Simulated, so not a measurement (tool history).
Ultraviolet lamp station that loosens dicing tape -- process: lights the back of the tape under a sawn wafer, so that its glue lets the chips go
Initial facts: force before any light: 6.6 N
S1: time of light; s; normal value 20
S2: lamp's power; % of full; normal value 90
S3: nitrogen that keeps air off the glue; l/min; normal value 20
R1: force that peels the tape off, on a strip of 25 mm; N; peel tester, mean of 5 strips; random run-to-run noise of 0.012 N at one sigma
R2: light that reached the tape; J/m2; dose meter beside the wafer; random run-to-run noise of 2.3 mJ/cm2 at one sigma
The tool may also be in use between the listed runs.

run,hour,S1,S2,S3,R1,R2
1,0.0,20,90,20,0.933,1800
2,38.8,20,90,20,0.971,1800
3,70.4,20,90,20,0.988,1740
4,105.7,20,90,20,1.063,1690
5,144.2,20,90,20,1.053,1660
6,162.9,20,90,20,1.102,1640
7,202.8,20,90,20,1.143,1620
8,242.7,20,90,20,1.219,1590
9,260.6,20,90,35,0.945,1570
10,286.8,20,90,8,1.960,1590
# hour 290.5: window cleaned of glue's vapour
11,316.7,20,90,8,2.147,1380
12,354.5,20,90,8,2.291,1370
13,372.1,20,90,8,2.185,1370
14,391.8,20,90,8,2.301,1270
15,418.9,20,90,8,2.377,1280
16,450.1,20,90,20,1.711,1270
17,485.6,20,90,20,1.713,1260
18,523.7,20,90,20,1.698,1220
# hour 532.1: window cleaned of glue's vapour, once more
19,553.4,20,90,20,1.094,1660
20,580.8,20,90,20,1.143,1630
21,602.4,20,90,12,1.466,1620
22,635.6,20,90,12,1.584,1600
23,674.3,20,90,12,1.587,1570
24,705.8,34,73,7,1.348,2090
25,739.6,34,73,7,1.289,2110
26,756.3,34,73,7,1.384,2030
27,791.8,34,73,7,1.437,2000
28,828.8,22,62,6,2.998,1100
29,849.3,22,62,6,3.025,1070
30,871.6,31,90,20,0.665,2120
# hour 874.9: window cleaned of glue's vapour
31,888.4,18,90,20,1.434,1380
32,922.1,18,90,12,1.840,1380
33,954.0,18,90,12,1.903,1380
34,989.1,35,77,12,0.884,2170
35,1015.7,35,77,12,0.883,2150
36,1039.4,20,60,9,3.050,940
37,1079.3,20,60,9,3.085,920
38,1100.0,20,92,20,1.474,1410
39,1131.4,23,94,23,1.033,1610
40,1168.3,40,99,23,0.299,2870
41,1204.8,40,99,23,0.304,2820
# hour 1217.6: window cleaned of glue's vapour
42,1242.1,12,90,8,3.226,860

Below are 5 alternative next runs, each starting from the tool's condition after run 42. Predict each:
A,1264.8,17,74,8,?,?
B,1264.8,26,84,18,?,?
C,1264.8,20,90,6,?,?
D,1264.8,20,68,23,?,?
E,1264.8,19,62,16,?,?

run,R1,R2
A,2.911,1010
B,1.127,1690
C,2.333,1380
D,1.967,1060
E,2.500,890
Stripped of hidden state, with their random variation kept, the same runs would have yielded:
run,R1,R2
A,1.708,1690
B,0.363,2850
C,1.183,2340
D,0.886,1790
E,1.330,1520

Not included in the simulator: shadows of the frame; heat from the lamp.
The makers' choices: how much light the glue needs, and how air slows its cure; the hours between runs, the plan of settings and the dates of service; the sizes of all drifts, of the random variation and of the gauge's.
